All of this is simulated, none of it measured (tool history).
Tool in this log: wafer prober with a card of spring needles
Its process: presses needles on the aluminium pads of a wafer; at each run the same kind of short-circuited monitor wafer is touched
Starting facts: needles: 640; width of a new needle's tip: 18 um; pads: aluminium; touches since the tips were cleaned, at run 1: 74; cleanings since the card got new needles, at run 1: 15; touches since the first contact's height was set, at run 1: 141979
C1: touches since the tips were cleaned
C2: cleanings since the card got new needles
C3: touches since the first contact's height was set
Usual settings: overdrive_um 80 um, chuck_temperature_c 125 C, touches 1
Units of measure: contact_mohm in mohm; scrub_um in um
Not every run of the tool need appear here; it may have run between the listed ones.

run 1 hour=0.0 | overdrive_um=80 chuck_temperature_c=125 touches=1 | C1=74 C2=15 C3=141979 | contact_mohm=162 scrub_um=21.01
-- hour=3.9 height of the first contact set anew
run 2 hour=6.1 | overdrive_um=80 chuck_temperature_c=125 touches=1 | C1=3837 C2=15 C3=1436 | contact_mohm=193 scrub_um=21.35
run 3 hour=11.6 | overdrive_um=80 chuck_temperature_c=125 touches=1 | C1=7462 C2=15 C3=5061 | contact_mohm=212 scrub_um=21.31
-- hour=12.8 tips cleaned on abrasive film
run 4 hour=17.7 | overdrive_um=80 chuck_temperature_c=125 touches=2 | C1=3180 C2=16 C3=8934 | contact_mohm=201 scrub_um=21.37
-- hour=25.1 tips cleaned on abrasive film
run 5 hour=27.4 | overdrive_um=86 chuck_temperature_c=125 touches=2 | C1=1468 C2=17 C3=15226 | contact_mohm=169 scrub_um=22.88
run 6 hour=34.6 | overdrive_um=67 chuck_temperature_c=125 touches=1 | C1=6196 C2=17 C3=19954 | contact_mohm=233 scrub_um=17.78
-- hour=38.1 tips cleaned on abrasive film
run 7 hour=39.0 | overdrive_um=80 chuck_temperature_c=125 touches=2 | C1=572 C2=18 C3=22754 | contact_mohm=165 scrub_um=21.28
run 8 hour=44.6 | overdrive_um=80 chuck_temperature_c=43 touches=1 | C1=4227 C2=18 C3=26409 | contact_mohm=192 scrub_um=21.20
-- hour=51.2 tips cleaned on abrasive film
run 9 hour=52.8 | overdrive_um=80 chuck_temperature_c=43 touches=2 | C1=1066 C2=19 C3=31684 | contact_mohm=154 scrub_um=21.23
-- hour=56.5 tips cleaned on abrasive film, once more
run 10 hour=61.4 | overdrive_um=80 chuck_temperature_c=43 touches=2 | C1=3201 C2=20 C3=37262 | contact_mohm=173 scrub_um=21.19
-- hour=68.8 tips cleaned on abrasive film
run 11 hour=70.4 | overdrive_um=80 chuck_temperature_c=43 touches=2 | C1=1046 C2=21 C3=43048 | contact_mohm=157 scrub_um=21.17
run 12 hour=75.2 | overdrive_um=80 chuck_temperature_c=125 touches=1 | C1=4176 C2=21 C3=46178 | contact_mohm=198 scrub_um=21.30
-- hour=81.5 tips cleaned on abrasive film
run 13 hour=83.5 | overdrive_um=80 chuck_temperature_c=125 touches=2 | C1=1334 C2=22 C3=51556 | contact_mohm=171 scrub_um=21.14
run 14 hour=90.9 | overdrive_um=80 chuck_temperature_c=125 touches=1 | C1=6166 C2=22 C3=56388 | contact_mohm=213 scrub_um=21.18
-- hour=94.2 tips cleaned on abrasive film
run 15 hour=95.8 | overdrive_um=80 chuck_temperature_c=125 touches=1 | C1=1028 C2=23 C3=59502 | contact_mohm=174 scrub_um=21.14
run 16 hour=104.9 | overdrive_um=80 chuck_temperature_c=125 touches=1 | C1=6941 C2=23 C3=65415 | contact_mohm=215 scrub_um=21.15
-- hour=106.6 tips cleaned on abrasive film
run 17 hour=110.4 | overdrive_um=80 chuck_temperature_c=125 touches=1 | C1=2523 C2=24 C3=68972 | contact_mohm=187 scrub_um=21.14
run 18 hour=118.0 | overdrive_um=80 chuck_temperature_c=60 touches=1 | C1=7442 C2=24 C3=73891 | contact_mohm=215 scrub_um=21.14
-- hour=119.0 tips cleaned on abrasive film
run 19 hour=124.0 | overdrive_um=83 chuck_temperature_c=56 touches=1 | C1=3227 C2=25 C3=77749 | contact_mohm=188 scrub_um=21.87
run 20 hour=130.4 | overdrive_um=83 chuck_temperature_c=56 touches=1 | C1=7428 C2=25 C3=81950 | contact_mohm=209 scrub_um=21.88
-- hour=131.3 tips cleaned on abrasive film
run 21 hour=139.7 | overdrive_um=72 chuck_temperature_c=32 touches=2 | C1=5450 C2=26 C3=87934 | contact_mohm=188 scrub_um=18.93
-- hour=143.9 tips cleaned on abrasive film
run 22 hour=146.8 | overdrive_um=82 chuck_temperature_c=96 touches=2 | C1=1898 C2=27 C3=92550 | contact_mohm=168 scrub_um=21.62
run 23 hour=151.1 | overdrive_um=76 chuck_temperature_c=52 touches=1 | C1=4699 C2=27 C3=95351 | contact_mohm=207 scrub_um=20.03
-- hour=156.3 tips cleaned on abrasive film
run 24 hour=159.2 | overdrive_um=83 chuck_temperature_c=52 touches=1 | C1=1909 C2=28 C3=100571 | contact_mohm=173 scrub_um=21.83
run 25 hour=165.4 | overdrive_um=80 chuck_temperature_c=76 touches=3 | C1=5927 C2=28 C3=104589 | contact_mohm=173 scrub_um=21.12
-- hour=168.8 tips cleaned on abrasive film
run 26 hour=171.5 | overdrive_um=80 chuck_temperature_c=116 touches=1 | C1=1746 C2=29 C3=108507 | contact_mohm=179 scrub_um=21.02
run 27 hour=179.2 | overdrive_um=82 chuck_temperature_c=116 touches=3 | C1=6793 C2=29 C3=113554 | contact_mohm=174 scrub_um=21.52
-- hour=181.4 tips cleaned on abrasive film
run 28 hour=188.1 | overdrive_um=82 chuck_temperature_c=116 touches=3 | C1=4378 C2=30 C3=119279 | contact_mohm=175 scrub_um=21.51
-- hour=193.7 tips cleaned on abrasive film
run 29 hour=197.7 | overdrive_um=82 chuck_temperature_c=116 touches=3 | C1=2592 C2=31 C3=125484 | contact_mohm=164 scrub_um=21.50
run 30 hour=204.1 | overdrive_um=82 chuck_temperature_c=116 touches=3 | C1=6749 C2=31 C3=129641 | contact_mohm=174 scrub_um=21.51
-- hour=206.2 tips cleaned on abrasive film
run 31 hour=211.3 | overdrive_um=82 chuck_temperature_c=116 touches=3 | C1=3354 C2=32 C3=134328 | contact_mohm=169 scrub_um=21.45
-- hour=219.2 tips cleaned on abrasive film
run 32 hour=220.1 | overdrive_um=82 chuck_temperature_c=116 touches=3 | C1=603 C2=33 C3=140006 | contact_mohm=158 scrub_um=21.49
-- hour=227.2 height of the first contact set anew
run 33 hour=230.5 | overdrive_um=98 chuck_temperature_c=116 touches=3 | C1=7188 C2=33 C3=2190 | contact_mohm=166 scrub_um=26.09

Measured minus without-hidden-state, run by run (identical run-to-run variation in each term; gauge scatter may differ):
Hidden conditions of the tool in this case: debris on the tips, nm; way that the needles fall short of the set height, um; tips' diameter, um; drift of the gauge itself on contact_mohm, %; drift of the gauge itself on scrub_um, %.
run=1 contact_mohm=+5 scrub_um=-0.34
run=2 contact_mohm=+38 scrub_um=+0.00
run=3 contact_mohm=+55 scrub_um=+0.00
run=4 contact_mohm=+45 scrub_um=+0.00
run=5 contact_mohm=+12 scrub_um=-0.02
run=6 contact_mohm=+74 scrub_um=-0.02
run=7 contact_mohm=+9 scrub_um=-0.04
run=8 contact_mohm=+50 scrub_um=-0.05
run=9 contact_mohm=+12 scrub_um=-0.06
run=10 contact_mohm=+25 scrub_um=-0.08
run=11 contact_mohm=+13 scrub_um=-0.11
run=12 contact_mohm=+44 scrub_um=-0.11
run=13 contact_mohm=+13 scrub_um=-0.14
run=14 contact_mohm=+54 scrub_um=-0.14
run=15 contact_mohm=+18 scrub_um=-0.16
run=16 contact_mohm=+58 scrub_um=-0.16
run=17 contact_mohm=+30 scrub_um=-0.18
run=18 contact_mohm=+67 scrub_um=-0.19
run=19 contact_mohm=+40 scrub_um=-0.21
run=20 contact_mohm=+63 scrub_um=-0.21
run=21 contact_mohm=+44 scrub_um=-0.23
run=22 contact_mohm=+17 scrub_um=-0.25
run=23 contact_mohm=+60 scrub_um=-0.24
run=24 contact_mohm=+29 scrub_um=-0.27
run=25 contact_mohm=+22 scrub_um=-0.27
run=26 contact_mohm=+24 scrub_um=-0.29
run=27 contact_mohm=+20 scrub_um=-0.30
run=28 contact_mohm=+17 scrub_um=-0.32
run=29 contact_mohm=+11 scrub_um=-0.35
run=30 contact_mohm=+21 scrub_um=-0.35
run=31 contact_mohm=+14 scrub_um=-0.38
run=32 contact_mohm=+4 scrub_um=-0.41
run=33 contact_mohm=+15 scrub_um=+0.00

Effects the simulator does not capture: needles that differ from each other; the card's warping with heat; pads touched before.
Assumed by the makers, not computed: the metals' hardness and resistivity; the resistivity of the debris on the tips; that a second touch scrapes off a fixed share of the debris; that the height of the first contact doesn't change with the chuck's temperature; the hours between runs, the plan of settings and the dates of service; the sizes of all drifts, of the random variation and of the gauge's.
